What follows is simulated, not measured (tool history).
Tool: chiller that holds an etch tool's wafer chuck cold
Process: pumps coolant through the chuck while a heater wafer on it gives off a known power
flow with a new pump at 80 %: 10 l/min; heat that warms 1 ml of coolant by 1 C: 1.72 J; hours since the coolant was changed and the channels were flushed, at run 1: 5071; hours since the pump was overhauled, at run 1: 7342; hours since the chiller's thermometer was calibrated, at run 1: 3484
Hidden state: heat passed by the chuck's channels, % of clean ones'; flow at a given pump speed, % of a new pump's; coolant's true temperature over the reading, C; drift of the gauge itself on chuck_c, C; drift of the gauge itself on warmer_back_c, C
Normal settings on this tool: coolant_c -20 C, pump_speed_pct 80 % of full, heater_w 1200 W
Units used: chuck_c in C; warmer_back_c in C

| run | day | coolant_c | pump_speed_pct | heater_w | hours since the coolant was changed and the channels were flushed | hours since the pump was overhauled | hours since the chiller's thermometer was calibrated | chuck_c | warmer_back_c |
|---|---|---|---|---|---|---|---|---|---|
| 1 | 0.000 | -20 | 80 | 1200 | 5071 | 7342 | 3484 | -9.59 | 4.39 |
| 2 | 6.762 | -20 | 80 | 1414 | 5233 | 7504 | 3646 | -7.64 | 5.29 |
| 3 | 14.038 | -20 | 80 | 1414 | 5408 | 7679 | 3821 | -7.69 | 5.30 |
| 4 | 21.383 | -20 | 80 | 1414 | 5584 | 7855 | 3997 | -7.46 | 5.30 |
| 5 | 26.854 | -20 | 80 | 1200 | 5715 | 7987 | 4128 | -9.40 | 4.48 |
|  | 30.362 | chiller's thermometer calibrated |
| 6 | 34.488 | -20 | 80 | 1200 | 5897 | 8169 | 99 | -9.15 | 4.51 |
| 7 | 41.317 | -20 | 80 | 1200 | 6061 | 8333 | 263 | -9.18 | 4.51 |
| 8 | 46.912 | -20 | 80 | 1200 | 6196 | 8467 | 397 | -9.17 | 4.50 |
| 9 | 50.729 | -20 | 80 | 1200 | 6287 | 8559 | 489 | -9.24 | 4.51 |
| 10 | 53.996 | -20 | 80 | 1200 | 6366 | 8637 | 567 | -9.15 | 4.50 |
| 11 | 59.204 | -20 | 80 | 1200 | 6491 | 8762 | 692 | -9.12 | 4.50 |
| 12 | 62.342 | -20 | 63 | 776 | 6566 | 8837 | 768 | -11.37 | 3.82 |
| 13 | 68.317 | -20 | 75 | 1395 | 6709 | 8981 | 911 | -6.54 | 5.70 |
| 14 | 71.758 | -20 | 75 | 1395 | 6792 | 9063 | 994 | -6.50 | 5.65 |
| 15 | 75.392 | -20 | 65 | 1213 | 6879 | 9151 | 1081 | -6.70 | 5.82 |
| 16 | 80.283 | -16 | 75 | 661 | 6997 | 9268 | 1198 | -9.47 | 2.69 |
| 17 | 87.904 | -20 | 66 | 1649 | 7179 | 9451 | 1381 | -2.15 | 7.76 |
| 18 | 92.888 | -20 | 66 | 1649 | 7299 | 9571 | 1501 | -2.06 | 7.73 |
| 19 | 96.621 | -28 | 99 | 640 | 7389 | 9660 | 1590 | -23.06 | 1.89 |
| 20 | 101.050 | -22 | 84 | 640 | 7495 | 9766 | 1696 | -16.50 | 2.29 |
| 21 | 106.617 | -14 | 84 | 640 | 7629 | 9900 | 1830 | -8.30 | 2.25 |
|  | 108.088 | coolant changed, channels flushed |
| 22 | 110.196 | -13 | 95 | 954 | 51 | 9980 | 1910 | -6.01 | 3.01 |

What if the next run were any one of these 5? Each begins from the tool's condition after run 22:
| A | 115.812 | -19 | 95 | 954 | 185 | 10115 | 2045 | ? | ? |
| B | 115.812 | -20 | 82 | 1200 | 185 | 10115 | 2045 | ? | ? |
| C | 115.812 | -13 | 95 | 1496 | 185 | 10115 | 2045 | ? | ? |
| D | 115.812 | -23 | 80 | 739 | 185 | 10115 | 2045 | ? | ? |
| E | 115.812 | -25 | 99 | 1200 | 185 | 10115 | 2045 | ? | ? |

| run | chuck_c | warmer_back_c |
|---|---|---|
| A | -12.01 | 3.00 |
| B | -10.15 | 4.43 |
| C | -2.12 | 4.70 |
| D | -16.68 | 2.82 |
| E | -16.61 | 3.56 |
Take away the tool's hidden state, keep each run's random variation, and the runs would have read:
| run | chuck_c | warmer_back_c |
|---|---|---|
| A | -12.57 | 2.75 |
| B | -10.94 | 4.05 |
| C | -2.98 | 4.30 |
| D | -17.19 | 2.58 |
| E | -17.28 | 3.25 |
